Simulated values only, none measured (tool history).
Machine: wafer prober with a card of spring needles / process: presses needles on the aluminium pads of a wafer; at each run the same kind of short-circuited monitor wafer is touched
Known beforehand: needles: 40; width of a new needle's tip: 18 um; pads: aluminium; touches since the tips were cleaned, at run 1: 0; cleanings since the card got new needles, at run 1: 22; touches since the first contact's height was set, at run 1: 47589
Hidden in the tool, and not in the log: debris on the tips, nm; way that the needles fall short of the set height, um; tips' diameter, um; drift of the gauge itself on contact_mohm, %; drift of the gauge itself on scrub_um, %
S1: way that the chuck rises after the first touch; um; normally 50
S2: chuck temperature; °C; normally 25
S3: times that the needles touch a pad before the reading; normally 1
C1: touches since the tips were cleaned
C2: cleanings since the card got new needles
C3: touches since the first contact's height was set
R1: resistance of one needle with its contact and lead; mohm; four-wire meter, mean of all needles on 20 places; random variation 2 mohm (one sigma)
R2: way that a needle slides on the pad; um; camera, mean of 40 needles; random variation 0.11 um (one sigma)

run 1 day=0 | S1=50 S2=25 S3=1 | C1=0 C2=22 C3=47589 | R1=219 R2=6.6
run 2 day=0.25 | S1=50 S2=25 S3=1 | C1=1474 C2=22 C3=49063 | R1=294 R2=6.48
-- day=0.338 tips cleaned on abrasive film
run 3 day=0.588 | S1=50 S2=25 S3=1 | C1=1466 C2=23 C3=51027 | R1=354 R2=6.59
-- day=0.679 tips cleaned on abrasive film
run 4 day=0.767 | S1=50 S2=25 S3=1 | C1=530 C2=24 C3=52054 | R1=266 R2=6.37
-- day=1 tips cleaned on abrasive film
run 5 day=1 | S1=50 S2=25 S3=1 | C1=0 C2=25 C3=53405 | R1=224 R2=6.3
run 6 day=1.217 | S1=51 S2=44 S3=1 | C1=1279 C2=25 C3=54684 | R1=301 R2=6.49
-- day=1.354 tips cleaned on abrasive film
run 7 day=1.571 | S1=51 S2=44 S3=1 | C1=1264 C2=26 C3=56730 | R1=299 R2=6.28
-- day=1.696 tips cleaned on abrasive film
run 8 day=1.8 | S1=57 S2=79 S3=2 | C1=603 C2=27 C3=58049 | R1=248 R2=7.22
-- day=2.012 tips cleaned on abrasive film
run 9 day=2.012 | S1=44 S2=30 S3=1 | C1=0 C2=28 C3=59291 | R1=227 R2=5.42
run 10 day=2.204 | S1=45 S2=82 S3=1 | C1=1112 C2=28 C3=60403 | R1=324 R2=5.64

Below are 4 alternative next runs, each starting from the tool's condition after run 10. Predict each:
-- day=2.296 tips cleaned on abrasive film, once more
run A day=2.529 | S1=42 S2=82 S3=3 | C1=1376 C2=29 C3=62295 | R1=? R2=?
-- day=2.296 tips cleaned on abrasive film, once more
run B day=2.529 | S1=50 S2=25 S3=1 | C1=1376 C2=29 C3=62295 | R1=? R2=?
-- day=2.296 tips cleaned on abrasive film, once more
run C day=2.529 | S1=67 S2=30 S3=1 | C1=1376 C2=29 C3=62295 | R1=? R2=?
-- day=2.296 tips cleaned on abrasive film, once more
run D day=2.529 | S1=64 S2=82 S3=1 | C1=1376 C2=29 C3=62295 | R1=? R2=?

run=A R1=277 R2=4.98
run=B R1=311 R2=6.31
run=C R1=260 R2=8.45
run=D R1=278 R2=8.33
Without the tool's hidden state the same runs would have given:
run=A R1=227 R2=5.58
run=B R1=211 R2=6.9
run=C R1=205 R2=9.04
run=D R1=222 R2=8.93

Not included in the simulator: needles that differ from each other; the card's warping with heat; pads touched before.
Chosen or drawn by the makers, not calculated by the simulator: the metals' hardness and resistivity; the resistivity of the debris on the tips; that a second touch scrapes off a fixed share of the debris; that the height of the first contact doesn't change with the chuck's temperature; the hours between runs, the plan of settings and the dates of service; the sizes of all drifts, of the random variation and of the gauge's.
